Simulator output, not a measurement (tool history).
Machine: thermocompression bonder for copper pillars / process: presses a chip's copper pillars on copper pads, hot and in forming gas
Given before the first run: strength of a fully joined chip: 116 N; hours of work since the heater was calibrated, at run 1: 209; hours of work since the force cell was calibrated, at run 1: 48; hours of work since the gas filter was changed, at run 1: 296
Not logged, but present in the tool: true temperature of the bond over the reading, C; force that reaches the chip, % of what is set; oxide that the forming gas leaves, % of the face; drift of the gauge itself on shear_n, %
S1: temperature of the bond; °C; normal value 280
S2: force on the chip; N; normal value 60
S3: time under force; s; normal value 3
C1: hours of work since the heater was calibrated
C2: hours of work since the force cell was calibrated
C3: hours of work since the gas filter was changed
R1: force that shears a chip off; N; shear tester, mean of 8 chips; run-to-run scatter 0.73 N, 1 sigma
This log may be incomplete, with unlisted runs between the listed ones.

{"run": 1, "day": 0.0, "S1": 280, "S2": 60, "S3": 3, "C1": 209, "C2": 48, "C3": 296, "R1": 54.4}
{"run": 2, "day": 1.396, "S1": 280, "S2": 60, "S3": 2, "C1": 227, "C2": 66, "C3": 314, "R1": 45.2}
{"run": 3, "day": 2.108, "S1": 280, "S2": 60, "S3": 3, "C1": 236, "C2": 75, "C3": 323, "R1": 52.3}
{"run": 4, "day": 2.804, "S1": 280, "S2": 60, "S3": 3, "C1": 245, "C2": 84, "C3": 332, "R1": 52.2}
{"run": 5, "day": 3.704, "S1": 280, "S2": 60, "S3": 3, "C1": 257, "C2": 96, "C3": 344, "R1": 52.6}
{"run": 6, "day": 5.038, "S1": 280, "S2": 60, "S3": 3, "C1": 274, "C2": 113, "C3": 361, "R1": 52.5}
{"run": 7, "day": 6.758, "S1": 280, "S2": 60, "S3": 3, "C1": 297, "C2": 135, "C3": 384, "R1": 53.2}
{"run": 8, "day": 7.975, "S1": 280, "S2": 60, "S3": 2, "C1": 313, "C2": 151, "C3": 400, "R1": 46.4}
{"run": 9, "day": 9.246, "S1": 280, "S2": 60, "S3": 2, "C1": 329, "C2": 168, "C3": 416, "R1": 45.9}
{"day": 9.392, "done": "forming gas filter changed"}
{"run": 10, "day": 10.271, "S1": 280, "S2": 86, "S3": 3, "C1": 342, "C2": 181, "C3": 11, "R1": 74.3}
{"run": 11, "day": 11.246, "S1": 280, "S2": 86, "S3": 3, "C1": 355, "C2": 193, "C3": 24, "R1": 76.0}
{"run": 12, "day": 12.025, "S1": 280, "S2": 60, "S3": 3, "C1": 365, "C2": 204, "C3": 34, "R1": 53.4}
{"run": 13, "day": 12.783, "S1": 280, "S2": 60, "S3": 2, "C1": 375, "C2": 213, "C3": 44, "R1": 45.5}
{"run": 14, "day": 14.029, "S1": 280, "S2": 60, "S3": 3, "C1": 391, "C2": 230, "C3": 60, "R1": 54.5}
{"run": 15, "day": 15.433, "S1": 280, "S2": 60, "S3": 3, "C1": 409, "C2": 248, "C3": 78, "R1": 52.9}
{"run": 16, "day": 16.146, "S1": 280, "S2": 60, "S3": 3, "C1": 418, "C2": 257, "C3": 88, "R1": 52.2}
{"run": 17, "day": 17.221, "S1": 280, "S2": 60, "S3": 3, "C1": 432, "C2": 271, "C3": 102, "R1": 53.8}
{"run": 18, "day": 18.192, "S1": 280, "S2": 60, "S3": 3, "C1": 445, "C2": 284, "C3": 114, "R1": 52.9}
{"run": 19, "day": 19.162, "S1": 280, "S2": 60, "S3": 3, "C1": 458, "C2": 296, "C3": 127, "R1": 53.3}
{"run": 20, "day": 20.604, "S1": 259, "S2": 60, "S3": 3, "C1": 476, "C2": 315, "C3": 146, "R1": 37.9}
{"run": 21, "day": 22.304, "S1": 259, "S2": 60, "S3": 3, "C1": 498, "C2": 337, "C3": 168, "R1": 39.2}
{"run": 22, "day": 23.017, "S1": 285, "S2": 48, "S3": 8, "C1": 508, "C2": 346, "C3": 177, "R1": 65.8}
{"run": 23, "day": 23.767, "S1": 280, "S2": 90, "S3": 2, "C1": 517, "C2": 356, "C3": 187, "R1": 67.8}
{"run": 24, "day": 25.292, "S1": 280, "S2": 87, "S3": 3, "C1": 537, "C2": 376, "C3": 207, "R1": 75.5}
{"run": 25, "day": 26.346, "S1": 280, "S2": 87, "S3": 3, "C1": 551, "C2": 390, "C3": 220, "R1": 76.2}
{"run": 26, "day": 27.338, "S1": 280, "S2": 87, "S3": 3, "C1": 564, "C2": 402, "C3": 233, "R1": 74.5}
{"run": 27, "day": 28.217, "S1": 293, "S2": 72, "S3": 2, "C1": 575, "C2": 414, "C3": 245, "R1": 66.0}
{"run": 28, "day": 29.05, "S1": 266, "S2": 61, "S3": 3, "C1": 586, "C2": 425, "C3": 255, "R1": 44.4}
{"run": 29, "day": 30.592, "S1": 266, "S2": 61, "S3": 3, "C1": 606, "C2": 445, "C3": 275, "R1": 44.6}
{"run": 30, "day": 31.779, "S1": 291, "S2": 48, "S3": 4, "C1": 621, "C2": 460, "C3": 291, "R1": 55.2}
{"run": 31, "day": 33.442, "S1": 288, "S2": 76, "S3": 2, "C1": 643, "C2": 482, "C3": 312, "R1": 66.1}
{"run": 32, "day": 34.7, "S1": 285, "S2": 76, "S3": 4, "C1": 659, "C2": 498, "C3": 329, "R1": 77.1}
{"run": 33, "day": 35.508, "S1": 280, "S2": 60, "S3": 7, "C1": 670, "C2": 509, "C3": 339, "R1": 70.7}
{"run": 34, "day": 37.138, "S1": 280, "S2": 60, "S3": 7, "C1": 691, "C2": 530, "C3": 360, "R1": 72.7}
{"run": 35, "day": 38.758, "S1": 280, "S2": 60, "S3": 7, "C1": 712, "C2": 551, "C3": 381, "R1": 70.8}
{"run": 36, "day": 39.675, "S1": 278, "S2": 79, "S3": 2, "C1": 724, "C2": 563, "C3": 393, "R1": 58.4}
{"run": 37, "day": 40.804, "S1": 278, "S2": 79, "S3": 7, "C1": 739, "C2": 577, "C3": 408, "R1": 84.4}
{"day": 41.483, "done": "forming gas filter changed"}
{"run": 38, "day": 42.088, "S1": 278, "S2": 79, "S3": 7, "C1": 755, "C2": 594, "C3": 8, "R1": 85.3}
{"run": 39, "day": 43.488, "S1": 278, "S2": 79, "S3": 7, "C1": 773, "C2": 612, "C3": 26, "R1": 86.6}
{"run": 40, "day": 44.408, "S1": 278, "S2": 59, "S3": 3, "C1": 785, "C2": 624, "C3": 38, "R1": 52.7}

Here are 3 independent what-if runs from the current tool condition. What would each one return?
{"run": "A", "day": 45.429, "S1": 264, "S2": 42, "S3": 3, "C1": 799, "C2": 637, "C3": 51, "R1": "?"}
{"run": "B", "day": 45.429, "S1": 271, "S2": 79, "S3": 6, "C1": 799, "C2": 637, "C3": 51, "R1": "?"}
{"run": "C", "day": 45.429, "S1": 278, "S2": 59, "S3": 3, "C1": 799, "C2": 637, "C3": 51, "R1": "?"}

run=A R1=27.9
run=B R1=75.3
run=C R1=51.5
Stripped of hidden state, with their random variation kept, the same runs would have yielded:
run=A R1=28.0
run=B R1=75.3
run=C R1=51.5
